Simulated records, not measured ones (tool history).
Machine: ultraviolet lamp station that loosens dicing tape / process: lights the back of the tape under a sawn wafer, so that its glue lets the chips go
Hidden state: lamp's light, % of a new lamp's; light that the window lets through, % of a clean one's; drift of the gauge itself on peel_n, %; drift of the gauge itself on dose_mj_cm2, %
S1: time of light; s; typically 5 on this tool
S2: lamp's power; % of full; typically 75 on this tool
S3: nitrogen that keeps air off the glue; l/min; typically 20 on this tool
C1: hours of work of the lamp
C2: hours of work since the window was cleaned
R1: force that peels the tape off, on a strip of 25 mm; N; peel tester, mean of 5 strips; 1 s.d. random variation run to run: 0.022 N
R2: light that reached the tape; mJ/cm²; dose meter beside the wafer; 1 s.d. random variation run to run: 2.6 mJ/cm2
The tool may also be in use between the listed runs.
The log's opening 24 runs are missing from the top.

Run 25, hour 1657.1: usual settings but S1 2 s, S2 89 % of full, S3 18 l/min; C1 982; C2 216. Result: R1 4.294 N, R2 133 mJ/cm².
Run 26, hour 1726: usual settings but S1 3 s, S3 36 l/min; C1 1024; C2 257. Result: R1 2.916 N, R2 165 mJ/cm².
Run 27, hour 1789.8: usual settings but S1 4 s, S2 81 % of full, S3 22 l/min; C1 1063; C2 296. Result: R1 1.988 N, R2 242 mJ/cm².
Run 28, hour 1845.5: usual settings but S1 4 s; C1 1097; C2 330. Result: R1 2.333 N, R2 223 mJ/cm².
Run 29, hour 1897.9: usual settings but S1 6 s, S3 12 l/min; C1 1128; C2 362. Result: R1 1.609 N, R2 324 mJ/cm².
Run 30, hour 1949.8: usual settings but S1 3 s, S3 9 l/min; C1 1160; C2 393. Result: R1 4.298 N, R2 160 mJ/cm².
Run 31, hour 2028.9: usual settings but S1 3 s, S2 73 % of full, S3 35 l/min; C1 1208; C2 441. Result: R1 3.245 N, R2 153 mJ/cm².
At hour 2104.9: window cleaned of glue's vapour.
Run 32, hour 2120.2: usual settings but S1 3 s, S2 73 % of full, S3 35 l/min; C1 1263; C2 9. Result: R1 2.961 N, R2 156 mJ/cm².
Run 33, hour 2202.9: usual settings but S1 3 s, S3 29 l/min; C1 1313; C2 59. Result: R1 3.133 N, R2 164 mJ/cm².
Run 34, hour 2282.4: usual settings but S1 3 s, S3 29 l/min; C1 1361; C2 108. Result: R1 3.173 N, R2 159 mJ/cm².
Run 35, hour 2376.7: usual settings but S2 82 % of full, S3 37 l/min; C1 1419; C2 165. Result: R1 1.171 N, R2 284 mJ/cm².
Run 36, hour 2449.5: usual settings but S1 6 s, S3 16 l/min; C1 1463; C2 209. Result: R1 1.475 N, R2 309 mJ/cm².
Run 37, hour 2537.6: usual settings but S1 4 s, S3 9 l/min; C1 1516; C2 263. Result: R1 3.48 N, R2 201 mJ/cm².
Run 38, hour 2603.6: usual settings but S1 3 s; C1 1556; C2 303. Result: R1 3.771 N, R2 146 mJ/cm².
At hour 2684.6: lamp changed.
Run 39, hour 2695.1: usual settings but S1 3 s; C1 6; C2 357. Result: R1 2.758 N, R2 194 mJ/cm².
Run 40, hour 2752.2: usual settings but S3 19 l/min; C1 41; C2 392. Result: R1 1.227 N, R2 327 mJ/cm².
Run 41, hour 2809.9: usual settings but S3 19 l/min; C1 76; C2 427. Result: R1 1.294 N, R2 318 mJ/cm².
Run 42, hour 2890.5: usual settings but S1 3 s, S3 17 l/min; C1 125; C2 476. Result: R1 2.99 N, R2 190 mJ/cm².

Consider 4 possible next runs. They are alternatives, not a sequence: every one starts from the tool as it was left by run 42. What does each give?
At hour 2910: window cleaned of glue's vapour.
Run A, hour 2976.6: usual settings but S1 3 s, S2 81 % of full, S3 19 l/min; C1 177; C2 40. Result: R1 ?, R2 ?.
At hour 2910: window cleaned of glue's vapour.
Run B, hour 2976.6: usual settings but S3 11 l/min; C1 177; C2 40. Result: R1 ?, R2 ?.
At hour 2910: window cleaned of glue's vapour.
Run C, hour 2976.6: usual settings but S1 3 s, S3 17 l/min; C1 177; C2 40. Result: R1 ?, R2 ?.
At hour 2910: window cleaned of glue's vapour.
Run D, hour 2976.6: usual settings but S1 3 s, S2 71 % of full, S3 17 l/min; C1 177; C2 40. Result: R1 ?, R2 ?.

run     R1   R2
  A  2.512  215
  B  1.657  327
  C  2.854  199
  D  3.172  188
Had the tool no hidden state, the same runs would have come out as:
run     R1   R2
  A  2.371  224
  B   1.54  341
  C  2.708  208
  D  3.019  195
